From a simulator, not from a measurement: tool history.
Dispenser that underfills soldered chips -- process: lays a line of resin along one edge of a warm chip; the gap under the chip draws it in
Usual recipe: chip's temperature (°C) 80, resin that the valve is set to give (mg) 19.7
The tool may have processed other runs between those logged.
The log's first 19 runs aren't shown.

run,hour,chip's temperature (°C),resin that the valve is set to give (mg),hours of work since the syringe was changed,hours of work since the valve was cleaned,hours of work since the stage was calibrated,time until the resin shows at the far edge (s),resin that the valve gave (mg)
20,71.3,93,18.9,6,117,127,76.6,17.14
# hour 72.9: new syringe of resin
21,73.8,74,17.0,1,119,129,122.6,15.23
22,77.1,74,17.0,3,121,131,143.5,15.40
23,80.1,74,17.0,5,123,133,168.7,15.14
# hour 83.2: new syringe of resin
24,83.7,74,17.0,0,126,136,117.4,15.28
25,88.6,74,17.0,4,129,139,153.3,15.14
26,92.2,88,18.4,6,132,141,97.5,16.25
# hour 93.5: new syringe of resin
27,96.9,88,18.4,2,135,145,71.8,16.39
28,101.8,75,23.7,6,138,148,155.6,20.84
# hour 103.9: new syringe of resin
29,104.7,80,19.7,1,140,150,89.6,17.29
# hour 106.7: dispensing valve cleaned and set on the balance
30,110.4,72,20.8,4,3,153,156.5,20.55
31,113.9,84,23.0,6,5,155,107.8,22.76
# hour 115.4: new syringe of resin
32,119.2,85,25.0,3,9,159,80.6,24.81
33,122.4,85,25.0,5,11,161,94.6,24.74
# hour 125.6: new syringe of resin
34,126.3,85,25.0,0,13,164,67.8,24.72
35,130.9,85,25.0,4,17,167,86.9,24.71

Each row is a separate what-if for the run after 35, all from the same tool condition, not one after another. Results?
A,135.4,76,25.0,7,20,170,?,?
B,135.4,76,25.0,7,20,170,?,?
C,135.4,75,25.2,7,20,170,?,?
D,135.4,69,18.4,7,20,170,?,?
E,135.4,95,21.3,7,20,170,?,?

run,time until the resin shows at the far edge (s),resin that the valve gave (mg)
A,156.4,24.67
B,157.7,24.86
C,165.9,24.88
D,222.1,18.02
E,72.4,20.83
Without the tool's unlogged condition, the same runs would have read:
run,time until the resin shows at the far edge (s),resin that the valve gave (mg)
A,103.1,25.11
B,104.4,25.31
C,109.6,25.32
D,146.6,18.35
E,47.4,21.20
